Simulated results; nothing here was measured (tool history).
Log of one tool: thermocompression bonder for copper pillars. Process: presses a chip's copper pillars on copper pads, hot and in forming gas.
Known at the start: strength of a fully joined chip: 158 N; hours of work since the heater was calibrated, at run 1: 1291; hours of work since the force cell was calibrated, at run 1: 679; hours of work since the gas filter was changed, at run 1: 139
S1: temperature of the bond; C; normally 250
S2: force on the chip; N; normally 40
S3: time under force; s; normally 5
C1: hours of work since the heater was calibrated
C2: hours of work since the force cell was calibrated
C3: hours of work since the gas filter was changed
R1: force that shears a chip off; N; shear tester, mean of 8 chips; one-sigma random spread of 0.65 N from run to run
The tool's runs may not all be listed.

{"run": 1, "hour": 0.0, "S1": 250, "S2": 40, "S3": 5, "C1": 1291, "C2": 679, "C3": 139, "R1": 107.9}
{"run": 2, "hour": 38.8, "S1": 250, "S2": 40, "S3": 5, "C1": 1320, "C2": 709, "C3": 168, "R1": 107.3}
{"run": 3, "hour": 66.5, "S1": 250, "S2": 33, "S3": 5, "C1": 1341, "C2": 730, "C3": 189, "R1": 99.1}
{"run": 4, "hour": 92.9, "S1": 250, "S2": 40, "S3": 6, "C1": 1361, "C2": 750, "C3": 209, "R1": 113.3}
{"run": 5, "hour": 121.1, "S1": 250, "S2": 40, "S3": 6, "C1": 1383, "C2": 771, "C3": 230, "R1": 113}
{"hour": 173.3, "done": "heater calibrated with a thermocouple chip"}
{"run": 6, "hour": 187.1, "S1": 250, "S2": 43, "S3": 5, "C1": 10, "C2": 819, "C3": 279, "R1": 110.4}
{"run": 7, "hour": 242.7, "S1": 250, "S2": 43, "S3": 5, "C1": 52, "C2": 861, "C3": 321, "R1": 109.8}
{"run": 8, "hour": 304.1, "S1": 241, "S2": 40, "S3": 5, "C1": 99, "C2": 908, "C3": 367, "R1": 97.5}
{"run": 9, "hour": 332.3, "S1": 241, "S2": 39, "S3": 5, "C1": 120, "C2": 929, "C3": 389, "R1": 94.8}
{"run": 10, "hour": 375.1, "S1": 241, "S2": 39, "S3": 5, "C1": 153, "C2": 962, "C3": 421, "R1": 94.9}
{"hour": 412.1, "done": "force cell calibrated"}
{"run": 11, "hour": 432.1, "S1": 241, "S2": 39, "S3": 5, "C1": 195, "C2": 15, "C3": 463, "R1": 95.4}
{"hour": 466.9, "done": "forming gas filter changed"}
{"run": 12, "hour": 479.7, "S1": 241, "S2": 39, "S3": 5, "C1": 230, "C2": 51, "C3": 10, "R1": 95.4}
{"run": 13, "hour": 510.5, "S1": 250, "S2": 40, "S3": 5, "C1": 253, "C2": 74, "C3": 33, "R1": 105.4}
{"run": 14, "hour": 539.9, "S1": 250, "S2": 40, "S3": 14, "C1": 276, "C2": 96, "C3": 55, "R1": 131.8}
{"run": 15, "hour": 603.2, "S1": 263, "S2": 58, "S3": 14, "C1": 324, "C2": 144, "C3": 103, "R1": 145.9}
{"run": 16, "hour": 636.3, "S1": 277, "S2": 58, "S3": 4, "C1": 349, "C2": 169, "C3": 128, "R1": 135.8}
{"run": 17, "hour": 693.2, "S1": 277, "S2": 58, "S3": 4, "C1": 392, "C2": 212, "C3": 171, "R1": 135}
{"hour": 730.0, "done": "gauge calibrated"}
{"run": 18, "hour": 741.9, "S1": 277, "S2": 58, "S3": 4, "C1": 428, "C2": 249, "C3": 208, "R1": 140.7}
{"run": 19, "hour": 792.8, "S1": 224, "S2": 59, "S3": 4, "C1": 467, "C2": 287, "C3": 246, "R1": 92.8}
{"run": 20, "hour": 854.7, "S1": 230, "S2": 47, "S3": 14, "C1": 514, "C2": 334, "C3": 293, "R1": 123}
{"run": 21, "hour": 883.8, "S1": 230, "S2": 47, "S3": 14, "C1": 536, "C2": 356, "C3": 315, "R1": 122.6}
{"run": 22, "hour": 941.4, "S1": 230, "S2": 47, "S3": 14, "C1": 579, "C2": 400, "C3": 359, "R1": 122.2}
{"run": 23, "hour": 1001.0, "S1": 251, "S2": 39, "S3": 12, "C1": 624, "C2": 445, "C3": 404, "R1": 130.4}
{"run": 24, "hour": 1056.6, "S1": 247, "S2": 40, "S3": 3, "C1": 666, "C2": 487, "C3": 446, "R1": 88.9}
{"run": 25, "hour": 1097.7, "S1": 247, "S2": 40, "S3": 3, "C1": 697, "C2": 518, "C3": 477, "R1": 89.1}
{"hour": 1116.1, "done": "forming gas filter changed"}
{"run": 26, "hour": 1150.1, "S1": 237, "S2": 26, "S3": 9, "C1": 737, "C2": 557, "C3": 26, "R1": 88.7}

Forecast each of these 3 alternatives for the next run:
{"run": "A", "hour": 1187.9, "S1": 234, "S2": 40, "S3": 5, "C1": 765, "C2": 586, "C3": 54, "R1": "?"}
{"run": "B", "hour": 1187.9, "S1": 277, "S2": 43, "S3": 13, "C1": 765, "C2": 586, "C3": 54, "R1": "?"}
{"run": "C", "hour": 1187.9, "S1": 237, "S2": 26, "S3": 10, "C1": 765, "C2": 586, "C3": 54, "R1": "?"}

run=A R1=89.2
run=B R1=146.6
run=C R1=92.5
With the hidden condition removed and each run's random variation left untouched, the same runs would have given:
run=A R1=90.7
run=B R1=149.4
run=C R1=94.1

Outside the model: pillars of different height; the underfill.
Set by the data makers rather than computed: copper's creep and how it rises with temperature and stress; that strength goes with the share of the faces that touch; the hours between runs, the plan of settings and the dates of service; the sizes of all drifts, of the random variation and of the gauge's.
